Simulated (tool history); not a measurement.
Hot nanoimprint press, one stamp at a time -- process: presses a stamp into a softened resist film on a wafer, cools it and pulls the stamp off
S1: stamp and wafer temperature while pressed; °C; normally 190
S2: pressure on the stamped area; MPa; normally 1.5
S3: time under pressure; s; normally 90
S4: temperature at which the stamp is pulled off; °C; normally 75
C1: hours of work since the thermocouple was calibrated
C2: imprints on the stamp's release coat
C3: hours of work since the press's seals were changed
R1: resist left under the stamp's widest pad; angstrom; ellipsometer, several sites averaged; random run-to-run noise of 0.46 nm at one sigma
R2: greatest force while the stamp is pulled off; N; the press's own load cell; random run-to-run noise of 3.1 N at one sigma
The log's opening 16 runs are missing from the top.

run     day   S1    S2   S3  S4   C1    C2   C3    R1   R2
     33.292  -- stamp cleaned and given a new release coat
 17  35.233  184  1.61   90  75  158    73  281  1217  151
 18  36.612  190   1.5   99  63  172   125  295   901  175
 19   38.85  190  1.16   64  75  194   209  317  1199  159
 20  41.771  199  1.62   90  75  223   319  346   578  162
 21  44.417  187   1.5  162  75  250   418  372   858  175
 22  46.746  187   1.5   71  75  273   506  395  1180  176
 23  49.646  187   1.5   71  75  301   615  424  1179  182
 24  50.883  187   1.5   71  75  314   661  436  1175  188
 25   52.55  187   1.5   71  75  330   724  453  1177  190
 26  55.396  187   1.5   71  75  358   831  481  1176  206
 27  57.846  190  0.96   90  64  383   923  505  1139  227
 28  60.075  190   1.5   93  75  405  1007  528   911  213
 29  62.933  190  1.48   52  74  433  1114  556  1152  218
 30  65.738  195  2.23   75  65  461  1220  584   645  247

Consider 3 possible next runs. They are alternatives, not a sequence: every one starts from the tool as it was left by run 30. What does each give?
  A  68.642  186  2.23  123  62  490  1329  613   ?   ?
  B  68.642  195  2.23   75  65  490  1329  613   ?   ?
  C  68.642  189   1.5   90  62  490  1329  613   ?   ?

run   R1   R2
  A  812  265
  B  639  263
  C  962  264
With the hidden condition removed and each run's random variation left untouched, the same runs would have given:
run   R1   R2
  A  835  167
  B  653  165
  C  996  165
